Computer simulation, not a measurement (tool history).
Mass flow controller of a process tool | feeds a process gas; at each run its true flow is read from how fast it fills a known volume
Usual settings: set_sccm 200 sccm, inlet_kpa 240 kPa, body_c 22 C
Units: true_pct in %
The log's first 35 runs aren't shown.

{"run": 36, "day": 84.017, "set_sccm": 145, "inlet_kpa": 255, "body_c": 22, "true_pct": 96.09}
{"run": 37, "day": 85.967, "set_sccm": 145, "inlet_kpa": 255, "body_c": 22, "true_pct": 96.06}
{"run": 38, "day": 88.267, "set_sccm": 230, "inlet_kpa": 240, "body_c": 22, "true_pct": 96.86}
{"run": 39, "day": 90.238, "set_sccm": 203, "inlet_kpa": 240, "body_c": 39, "true_pct": 97.36}
{"run": 40, "day": 92.838, "set_sccm": 203, "inlet_kpa": 240, "body_c": 39, "true_pct": 97.28}
{"run": 41, "day": 96.042, "set_sccm": 203, "inlet_kpa": 240, "body_c": 39, "true_pct": 97.3}
{"run": 42, "day": 98.254, "set_sccm": 102, "inlet_kpa": 162, "body_c": 23, "true_pct": 95.51}
{"run": 43, "day": 100.95, "set_sccm": 171, "inlet_kpa": 154, "body_c": 23, "true_pct": 96.38}
{"run": 44, "day": 102.779, "set_sccm": 56, "inlet_kpa": 184, "body_c": 23, "true_pct": 93.97}
{"run": 45, "day": 104.817, "set_sccm": 159, "inlet_kpa": 146, "body_c": 24, "true_pct": 96.46}
{"run": 46, "day": 107.654, "set_sccm": 159, "inlet_kpa": 146, "body_c": 24, "true_pct": 96.33}
{"run": 47, "day": 109.175, "set_sccm": 159, "inlet_kpa": 146, "body_c": 24, "true_pct": 96.26}
{"run": 48, "day": 111.271, "set_sccm": 143, "inlet_kpa": 146, "body_c": 33, "true_pct": 96.62}
{"run": 49, "day": 112.708, "set_sccm": 143, "inlet_kpa": 146, "body_c": 33, "true_pct": 96.52}

Forecast each of these 3 alternatives for the next run:
{"run": "A", "day": 115.588, "set_sccm": 175, "inlet_kpa": 142, "body_c": 33, "true_pct": "?"}
{"run": "B", "day": 115.588, "set_sccm": 66, "inlet_kpa": 146, "body_c": 22, "true_pct": "?"}
{"run": "C", "day": 115.588, "set_sccm": 79, "inlet_kpa": 209, "body_c": 33, "true_pct": "?"}

run=A true_pct=96.82
run=B true_pct=94.30
run=C true_pct=94.95
Without the tool's hidden state the same runs would have given:
run=A true_pct=98.59
run=B true_pct=97.45
run=C true_pct=97.74
